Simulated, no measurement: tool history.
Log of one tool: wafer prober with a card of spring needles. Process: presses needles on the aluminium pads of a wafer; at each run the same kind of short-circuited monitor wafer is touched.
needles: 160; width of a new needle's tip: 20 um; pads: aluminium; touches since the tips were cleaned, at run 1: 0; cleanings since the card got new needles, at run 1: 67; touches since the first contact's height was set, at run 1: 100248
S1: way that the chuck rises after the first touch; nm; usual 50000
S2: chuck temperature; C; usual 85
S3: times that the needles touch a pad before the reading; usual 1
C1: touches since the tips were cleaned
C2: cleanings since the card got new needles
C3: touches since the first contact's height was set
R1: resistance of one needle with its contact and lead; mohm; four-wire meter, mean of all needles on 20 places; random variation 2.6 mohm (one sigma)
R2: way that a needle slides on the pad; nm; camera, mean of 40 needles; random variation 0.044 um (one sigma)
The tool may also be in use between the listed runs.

run   hour     S1  S2  S3    C1  C2      C3   R1    R2
  1    0.0  50000  85   1     0  67  100248  299  9260
       2.5  -- height of the first contact set anew
       7.4  -- tips cleaned on abrasive film
      15.0  -- tips cleaned on abrasive film
  2   15.2  50000  85   1    90  69    4979  299  9230
      22.7  -- tips cleaned on abrasive film
  3   28.2  50000  85   1  2177  70   10125  302  9160
      29.7  -- tips cleaned on abrasive film
      37.1  -- tips cleaned on abrasive film
  4   42.9  50000  85   1  2291  72   15877  301  9320
      44.2  -- tips cleaned on abrasive film
  5   50.6  38000  85   1  2555  73   18923  311  6980
      52.2  -- tips cleaned on abrasive film
      60.2  -- tips cleaned on abrasive film
  6   63.0  38000  85   1  1106  75   23763  311  6990
      67.2  -- tips cleaned on abrasive film
      75.0  -- tips cleaned on abrasive film
  7   76.2  38000  85   1   495  77   28957  310  7040
      81.9  -- tips cleaned on abrasive film
      89.2  -- tips cleaned on abrasive film
  8   89.9  38000  85   1   277  79   34299  318  6980
      96.8  -- tips cleaned on abrasive film
  9  102.7  38000  85   1  2356  80   39365  315  7030
     104.0  -- tips cleaned on abrasive film
     110.9  -- tips cleaned on abrasive film
 10  116.8  38000  85   1  2356  82   44899  312  6980
     117.8  -- tips cleaned on abrasive film
 11  124.4  38000  85   1  2645  83   47883  317  7020
     125.3  -- tips cleaned on abrasive film
     132.5  -- tips cleaned on abrasive film
     139.3  -- tips cleaned on abrasive film
 12  141.2  38000  85   1   752  86   54433  308  7050
     146.4  -- tips cleaned on abrasive film
 13  151.0  38000  85   1  1809  87   58290  310  7010
     154.3  -- tips cleaned on abrasive film
 14  159.7  34000  85   1  2136  88   61721  321  6230

The next listed run, before its measurement:
     161.7  -- tips cleaned on abrasive film
     169.0  -- tips cleaned on abrasive film
 15  173.5  34000  85   1  1818  90  67143   ?   ?

Run 15 gave R1 322 mohm, R2 6240 nm.
Without the tool's hidden state the same run would have given R1 322 mohm, R2 6240 nm.
